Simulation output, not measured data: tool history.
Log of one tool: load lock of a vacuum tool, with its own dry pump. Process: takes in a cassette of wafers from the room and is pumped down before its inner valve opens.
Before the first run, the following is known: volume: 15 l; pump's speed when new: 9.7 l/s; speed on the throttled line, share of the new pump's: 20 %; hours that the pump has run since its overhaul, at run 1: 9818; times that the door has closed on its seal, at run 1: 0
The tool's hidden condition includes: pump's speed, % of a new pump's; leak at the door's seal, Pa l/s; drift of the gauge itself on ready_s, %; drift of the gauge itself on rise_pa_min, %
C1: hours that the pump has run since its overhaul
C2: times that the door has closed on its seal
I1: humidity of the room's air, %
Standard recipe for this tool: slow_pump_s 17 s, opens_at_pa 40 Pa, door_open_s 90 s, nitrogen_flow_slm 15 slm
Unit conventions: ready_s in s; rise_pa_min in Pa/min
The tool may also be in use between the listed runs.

{"run": 1, "hour": 0.0, "slow_pump_s": 17, "opens_at_pa": 40, "door_open_s": 90, "nitrogen_flow_slm": 15, "C1": 9818, "C2": 0, "I1": 42.9, "ready_s": 26.8, "rise_pa_min": 0.064}
{"run": 2, "hour": 240.5, "slow_pump_s": 17, "opens_at_pa": 40, "door_open_s": 162, "nitrogen_flow_slm": 15, "C1": 10059, "C2": 1130, "I1": 45.1, "ready_s": 26.6, "rise_pa_min": 0.085}
{"run": 3, "hour": 506.6, "slow_pump_s": 17, "opens_at_pa": 40, "door_open_s": 90, "nitrogen_flow_slm": 15, "C1": 10325, "C2": 2381, "I1": 43.7, "ready_s": 27.1, "rise_pa_min": 0.09}
{"run": 4, "hour": 876.2, "slow_pump_s": 17, "opens_at_pa": 40, "door_open_s": 90, "nitrogen_flow_slm": 14, "C1": 10694, "C2": 4118, "I1": 47.8, "ready_s": 27.4, "rise_pa_min": 0.115}
{"run": 5, "hour": 1362.6, "slow_pump_s": 11, "opens_at_pa": 40, "door_open_s": 90, "nitrogen_flow_slm": 15, "C1": 11181, "C2": 6403, "I1": 43.8, "ready_s": 22.4, "rise_pa_min": 0.144}
{"run": 6, "hour": 1738.7, "slow_pump_s": 11, "opens_at_pa": 40, "door_open_s": 90, "nitrogen_flow_slm": 15, "C1": 11557, "C2": 8170, "I1": 47.7, "ready_s": 22.3, "rise_pa_min": 0.18}
{"run": 7, "hour": 2038.9, "slow_pump_s": 11, "opens_at_pa": 40, "door_open_s": 90, "nitrogen_flow_slm": 15, "C1": 11857, "C2": 9581, "I1": 43.5, "ready_s": 23.2, "rise_pa_min": 0.201}
{"run": 8, "hour": 2504.7, "slow_pump_s": 17, "opens_at_pa": 40, "door_open_s": 90, "nitrogen_flow_slm": 15, "C1": 12323, "C2": 11770, "I1": 42.5, "ready_s": 27.4, "rise_pa_min": 0.261}
{"run": 9, "hour": 2912.5, "slow_pump_s": 17, "opens_at_pa": 65, "door_open_s": 90, "nitrogen_flow_slm": 15, "C1": 12731, "C2": 13686, "I1": 43.4, "ready_s": 26.2, "rise_pa_min": 0.297}
{"run": 10, "hour": 3283.3, "slow_pump_s": 17, "opens_at_pa": 40, "door_open_s": 90, "nitrogen_flow_slm": 15, "C1": 13101, "C2": 15429, "I1": 44.7, "ready_s": 27.6, "rise_pa_min": 0.361}
{"run": 11, "hour": 3562.8, "slow_pump_s": 17, "opens_at_pa": 40, "door_open_s": 90, "nitrogen_flow_slm": 15, "C1": 13381, "C2": 16743, "I1": 45.5, "ready_s": 27.8, "rise_pa_min": 0.402}
{"run": 12, "hour": 3872.6, "slow_pump_s": 17, "opens_at_pa": 57, "door_open_s": 90, "nitrogen_flow_slm": 15, "C1": 13691, "C2": 18198, "I1": 44.5, "ready_s": 26.6, "rise_pa_min": 0.45}
{"run": 13, "hour": 4080.0, "slow_pump_s": 17, "opens_at_pa": 40, "door_open_s": 132, "nitrogen_flow_slm": 15, "C1": 13898, "C2": 19173, "I1": 45.5, "ready_s": 27.3, "rise_pa_min": 0.496}
{"run": 14, "hour": 4466.6, "slow_pump_s": 17, "opens_at_pa": 40, "door_open_s": 132, "nitrogen_flow_slm": 15, "C1": 14285, "C2": 20989, "I1": 46.8, "ready_s": 27.3, "rise_pa_min": 0.575}
{"run": 15, "hour": 4908.2, "slow_pump_s": 17, "opens_at_pa": 40, "door_open_s": 132, "nitrogen_flow_slm": 15, "C1": 14726, "C2": 23065, "I1": 45.9, "ready_s": 27.3, "rise_pa_min": 0.648}
{"hour": 5065.6, "done": "door's seal changed, seat wiped"}
{"run": 16, "hour": 5137.2, "slow_pump_s": 17, "opens_at_pa": 40, "door_open_s": 132, "nitrogen_flow_slm": 15, "C1": 14954, "C2": 337, "I1": 42.8, "ready_s": 28, "rise_pa_min": 0.069}
{"run": 17, "hour": 5439.2, "slow_pump_s": 17, "opens_at_pa": 40, "door_open_s": 90, "nitrogen_flow_slm": 15, "C1": 15256, "C2": 1756, "I1": 48.8, "ready_s": 27.3, "rise_pa_min": 0.082}
{"run": 18, "hour": 5791.7, "slow_pump_s": 17, "opens_at_pa": 40, "door_open_s": 90, "nitrogen_flow_slm": 15, "C1": 15608, "C2": 3412, "I1": 44.6, "ready_s": 28.4, "rise_pa_min": 0.098}
{"hour": 5970.0, "done": "dry pump taken out, an overhauled one fitted"}
{"run": 19, "hour": 6035.5, "slow_pump_s": 20, "opens_at_pa": 46, "door_open_s": 121, "nitrogen_flow_slm": 18, "C1": 65, "C2": 4530, "I1": 45.7, "ready_s": 27.8, "rise_pa_min": 0.11}
{"run": 20, "hour": 6366.7, "slow_pump_s": 20, "opens_at_pa": 46, "door_open_s": 81, "nitrogen_flow_slm": 28, "C1": 397, "C2": 6086, "I1": 43, "ready_s": 28.1, "rise_pa_min": 0.122}
{"run": 21, "hour": 6815.2, "slow_pump_s": 23, "opens_at_pa": 36, "door_open_s": 27, "nitrogen_flow_slm": 7, "C1": 845, "C2": 8194, "I1": 40.3, "ready_s": 30.9, "rise_pa_min": 0.16}
{"run": 22, "hour": 7160.5, "slow_pump_s": 17, "opens_at_pa": 40, "door_open_s": 48, "nitrogen_flow_slm": 5, "C1": 1190, "C2": 9817, "I1": 40.6, "ready_s": 26.1, "rise_pa_min": 0.205}
{"run": 23, "hour": 7606.2, "slow_pump_s": 17, "opens_at_pa": 40, "door_open_s": 36, "nitrogen_flow_slm": 18, "C1": 1636, "C2": 11911, "I1": 47.9, "ready_s": 26.3, "rise_pa_min": 0.243}
{"run": 24, "hour": 7962.1, "slow_pump_s": 25, "opens_at_pa": 31, "door_open_s": 54, "nitrogen_flow_slm": 15, "C1": 1992, "C2": 13583, "I1": 45.8, "ready_s": 32.8, "rise_pa_min": 0.289}
{"run": 25, "hour": 8355.7, "slow_pump_s": 29, "opens_at_pa": 72, "door_open_s": 54, "nitrogen_flow_slm": 36, "C1": 2386, "C2": 15433, "I1": 44.2, "ready_s": 34.9, "rise_pa_min": 0.33}
{"run": 26, "hour": 8754.3, "slow_pump_s": 10, "opens_at_pa": 52, "door_open_s": 127, "nitrogen_flow_slm": 36, "C1": 2784, "C2": 17306, "I1": 41.4, "ready_s": 20.4, "rise_pa_min": 0.393}
{"run": 27, "hour": 8999.2, "slow_pump_s": 9, "opens_at_pa": 33, "door_open_s": 82, "nitrogen_flow_slm": 10, "C1": 3029, "C2": 18457, "I1": 43.2, "ready_s": 20.2, "rise_pa_min": 0.452}
{"run": 28, "hour": 9347.2, "slow_pump_s": 9, "opens_at_pa": 33, "door_open_s": 82, "nitrogen_flow_slm": 10, "C1": 3377, "C2": 20092, "I1": 46.1, "ready_s": 20.2, "rise_pa_min": 0.527}
{"run": 29, "hour": 9818.2, "slow_pump_s": 9, "opens_at_pa": 33, "door_open_s": 82, "nitrogen_flow_slm": 10, "C1": 3848, "C2": 22305, "I1": 40.8, "ready_s": 19.8, "rise_pa_min": 0.6}
{"hour": 10118.1, "done": "door's seal changed, seat wiped"}
{"run": 30, "hour": 10288.9, "slow_pump_s": 9, "opens_at_pa": 42, "door_open_s": 56, "nitrogen_flow_slm": 33, "C1": 4317, "C2": 802, "I1": 43.9, "ready_s": 20.2, "rise_pa_min": 0.039}
{"run": 31, "hour": 10546.7, "slow_pump_s": 26, "opens_at_pa": 43, "door_open_s": 38, "nitrogen_flow_slm": 32, "C1": 4575, "C2": 2014, "I1": 41.3, "ready_s": 33.6, "rise_pa_min": 0.053}
{"run": 32, "hour": 10944.9, "slow_pump_s": 17, "opens_at_pa": 40, "door_open_s": 201, "nitrogen_flow_slm": 26, "C1": 4973, "C2": 3885, "I1": 46.4, "ready_s": 26.4, "rise_pa_min": 0.105}
{"run": 33, "hour": 11165.7, "slow_pump_s": 17, "opens_at_pa": 40, "door_open_s": 46, "nitrogen_flow_slm": 19, "C1": 5194, "C2": 4923, "I1": 46, "ready_s": 26.6, "rise_pa_min": 0.101}
{"run": 34, "hour": 11596.3, "slow_pump_s": 17, "opens_at_pa": 40, "door_open_s": 46, "nitrogen_flow_slm": 19, "C1": 5625, "C2": 6946, "I1": 43.7, "ready_s": 26.6, "rise_pa_min": 0.13}
{"run": 35, "hour": 11949.5, "slow_pump_s": 25, "opens_at_pa": 40, "door_open_s": 66, "nitrogen_flow_slm": 19, "C1": 5978, "C2": 8606, "I1": 45.6, "ready_s": 32.5, "rise_pa_min": 0.165}
{"run": 36, "hour": 12319.1, "slow_pump_s": 25, "opens_at_pa": 40, "door_open_s": 66, "nitrogen_flow_slm": 19, "C1": 6348, "C2": 10343, "I1": 46.7, "ready_s": 33.4, "rise_pa_min": 0.206}

What if the next run were any one of these 3? Each begins from the tool's condition after run 36:
{"run": "A", "hour": 12663.1, "slow_pump_s": 23, "opens_at_pa": 44, "door_open_s": 66, "nitrogen_flow_slm": 19, "C1": 6692, "C2": 11960, "I1": 46.5, "ready_s": "?", "rise_pa_min": "?"}
{"run": "B", "hour": 12663.1, "slow_pump_s": 12, "opens_at_pa": 64, "door_open_s": 66, "nitrogen_flow_slm": 19, "C1": 6692, "C2": 11960, "I1": 41.9, "ready_s": "?", "rise_pa_min": "?"}
{"run": "C", "hour": 12663.1, "slow_pump_s": 25, "opens_at_pa": 74, "door_open_s": 66, "nitrogen_flow_slm": 8, "C1": 6692, "C2": 11960, "I1": 44, "ready_s": "?", "rise_pa_min": "?"}

run=A ready_s=31.5 rise_pa_min=0.247
run=B ready_s=21.9 rise_pa_min=0.244
run=C ready_s=32.4 rise_pa_min=0.26
Without the tool's unlogged condition, the same runs would have read:
run=A ready_s=30.9 rise_pa_min=0.054
run=B ready_s=21.1 rise_pa_min=0.049
run=C ready_s=31.8 rise_pa_min=0.067

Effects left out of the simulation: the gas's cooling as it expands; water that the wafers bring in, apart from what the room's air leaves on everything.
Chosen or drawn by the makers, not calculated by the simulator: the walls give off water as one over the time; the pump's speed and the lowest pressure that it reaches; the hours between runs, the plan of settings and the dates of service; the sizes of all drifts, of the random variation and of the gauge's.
